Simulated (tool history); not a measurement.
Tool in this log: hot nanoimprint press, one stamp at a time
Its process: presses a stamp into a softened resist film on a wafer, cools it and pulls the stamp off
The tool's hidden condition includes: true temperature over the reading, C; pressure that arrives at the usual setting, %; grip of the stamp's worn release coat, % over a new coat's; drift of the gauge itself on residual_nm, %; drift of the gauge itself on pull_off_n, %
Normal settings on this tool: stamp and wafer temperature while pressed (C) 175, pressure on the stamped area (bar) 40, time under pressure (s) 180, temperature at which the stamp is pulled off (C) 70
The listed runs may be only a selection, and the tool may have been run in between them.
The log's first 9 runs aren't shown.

run,hour,stamp and wafer temperature while pressed (C),pressure on the stamped area (bar),time under pressure (s),temperature at which the stamp is pulled off (C),hours of work since the thermocouple was calibrated,imprints on the stamp's release coat,hours of work since the press's seals were changed,resist left under the stamp's widest pad (Å),greatest force while the stamp is pulled off (N)
10,134.9,175,40,180,70,339,473,277,1201,227
11,148.4,175,40,180,70,346,519,284,1203,230
# hour 152.8: plate thermocouple calibrated
12,165.3,175,40,180,70,6,566,291,1155,228
13,186.3,175,40,180,70,17,638,302,1153,223
14,205.6,175,40,180,76,27,704,312,1165,219
15,215.3,175,40,180,76,32,737,317,1155,220
16,234,164,62.9,359,66,42,801,327,1307,244
# hour 243.6: plate thermocouple calibrated, once more
17,256,164,62.9,115,68,6,866,336,1945,240
# hour 264.6: stamp cleaned and given a new release coat
18,274.6,175,40,180,64,13,34,343,1269,227
19,289.5,175,40,180,64,21,84,351,1277,228
20,309,187,42.3,180,70,31,151,361,702,220
21,319.3,187,42.3,136,70,36,186,366,788,218
22,328.6,187,42.3,136,70,41,218,371,791,221
23,341.3,170,40,180,71,47,261,377,1568,216
24,353.8,170,40,180,71,54,304,384,1580,220
25,363.9,170,40,118,71,59,338,389,1764,221
26,374.3,170,40,118,71,65,374,395,1770,223
27,386.8,180,42.1,118,77,71,416,401,1163,212
28,407.8,180,42.1,118,77,82,488,412,1146,215
29,419.2,183,24.7,190,77,88,527,418,1051,219
30,440.8,180,33.6,176,60,99,601,429,1076,254

Alternative continuations, all from the tool just after run 30; predict every row:
A,453.5,172,33.6,156,60,106,644,436,?,?
B,453.5,184,34.3,176,61,106,644,436,?,?
C,453.5,180,26.3,104,59,106,644,436,?,?
D,453.5,175,40,150,71,106,644,436,?,?

run,resist left under the stamp's widest pad (Å),greatest force while the stamp is pulled off (N)
A,1598,251
B,896,248
C,1436,254
D,1342,228
Without the tool's hidden state the same runs would have given:
run,resist left under the stamp's widest pad (Å),greatest force while the stamp is pulled off (N)
A,1614,230
B,906,228
C,1451,233
D,1355,210
